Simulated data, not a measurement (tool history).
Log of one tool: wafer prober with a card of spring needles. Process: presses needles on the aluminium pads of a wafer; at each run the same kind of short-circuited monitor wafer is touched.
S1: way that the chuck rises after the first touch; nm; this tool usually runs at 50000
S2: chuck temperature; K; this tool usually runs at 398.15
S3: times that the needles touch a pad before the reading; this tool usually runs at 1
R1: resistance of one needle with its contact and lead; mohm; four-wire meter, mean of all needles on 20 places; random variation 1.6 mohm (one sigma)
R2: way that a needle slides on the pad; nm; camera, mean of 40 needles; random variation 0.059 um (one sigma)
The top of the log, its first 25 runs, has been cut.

run	hour	S1	S2	S3	R1	R2
# hour 166.9: tips cleaned on abrasive film
26	171.2	63000	305.15	2	164	11530
# hour 174.7: tips cleaned on abrasive film
27	179.8	60000	374.15	2	185	11020
# hour 183: tips cleaned on abrasive film
28	184.6	59000	330.15	2	162	10830
# hour 190.9: tips cleaned on abrasive film
29	190.9	59000	330.15	1	140	10720
# hour 199.2: tips cleaned on abrasive film
30	200.4	51000	308.15	1	180	9230
# hour 207: tips cleaned on abrasive film
31	208.7	43000	328.15	3	173	7800
# hour 215.1: tips cleaned on abrasive film
32	215.3	50000	306.15	3	141	9050
33	219.9	49000	309.15	2	201	8850

Each row is a separate what-if for the run after 33, all from the same tool condition, not one after another. Results?
# hour 223.2: tips cleaned on abrasive film
A	224.8	49000	325.15	1	?	?
# hour 223.2: tips cleaned on abrasive film
B	224.8	30000	309.15	2	?	?
# hour 223.2: tips cleaned on abrasive film
C	224.8	51000	342.15	1	?	?
# hour 223.2: tips cleaned on abrasive film
D	224.8	50000	396.15	1	?	?

run	R1	R2
A	197	8760
B	241	5410
C	192	9200
D	202	8990
Without the tool's unlogged condition, the same runs would have read:
run	R1	R2
A	135	8970
B	145	5620
C	137	9410
D	149	9200
